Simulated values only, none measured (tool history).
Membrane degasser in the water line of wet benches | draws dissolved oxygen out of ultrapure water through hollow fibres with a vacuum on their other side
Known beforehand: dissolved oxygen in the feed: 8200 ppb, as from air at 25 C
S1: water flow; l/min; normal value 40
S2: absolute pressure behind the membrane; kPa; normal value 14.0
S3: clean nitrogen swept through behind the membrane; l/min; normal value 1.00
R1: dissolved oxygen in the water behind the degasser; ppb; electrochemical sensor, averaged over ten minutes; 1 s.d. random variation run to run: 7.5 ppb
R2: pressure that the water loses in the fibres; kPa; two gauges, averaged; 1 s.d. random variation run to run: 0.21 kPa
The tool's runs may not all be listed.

| run | hour | S1 | S2 | S3 | R1 | R2 |
|---|---|---|---|---|---|---|
| 1 | 0.0 | 40 | 14.0 | 1.00 | 977.2 | 50.23 |
| 2 | 179.2 | 40 | 14.0 | 1.00 | 976.8 | 49.95 |
| 3 | 296.7 | 40 | 14.0 | 1.00 | 971.9 | 50.03 |
| 4 | 393.8 | 40 | 14.0 | 1.00 | 979.8 | 50.31 |
| 5 | 558.7 | 40 | 14.0 | 1.00 | 981.1 | 50.68 |
| 6 | 634.3 | 29 | 14.0 | 1.00 | 738.8 | 36.63 |
| 7 | 765.7 | 31 | 10.4 | 1.14 | 533.9 | 38.95 |
| 8 | 926.1 | 31 | 13.0 | 2.27 | 423.8 | 38.90 |
| 9 | 1107.1 | 50 | 17.6 | 1.04 | 1425.2 | 63.01 |
| 10 | 1274.3 | 53 | 26.2 | 2.57 | 1229.4 | 67.23 |

Each row is a separate what-if for the run after 10, all from the same tool condition, not one after another. Results?
| A | 1433.8 | 61 | 26.2 | 2.57 | ? | ? |
| B | 1433.8 | 27 | 9.7 | 0.55 | ? | ? |
| C | 1433.8 | 40 | 9.3 | 2.82 | ? | ? |
| D | 1433.8 | 61 | 21.8 | 0.74 | ? | ? |
| E | 1433.8 | 40 | 15.9 | 1.00 | ? | ? |

| run | R1 | R2 |
|---|---|---|
| A | 1380.8 | 77.22 |
| B | 690.7 | 34.11 |
| C | 398.2 | 50.62 |
| D | 2335.2 | 76.61 |
| E | 1113.6 | 50.48 |
Take away the tool's hidden state, keep each run's random variation, and the runs would have read:
| run | R1 | R2 |
|---|---|---|
| A | 1349.4 | 76.36 |
| B | 653.0 | 33.73 |
| C | 375.7 | 50.06 |
| D | 2299.1 | 75.75 |
| E | 1078.1 | 49.92 |

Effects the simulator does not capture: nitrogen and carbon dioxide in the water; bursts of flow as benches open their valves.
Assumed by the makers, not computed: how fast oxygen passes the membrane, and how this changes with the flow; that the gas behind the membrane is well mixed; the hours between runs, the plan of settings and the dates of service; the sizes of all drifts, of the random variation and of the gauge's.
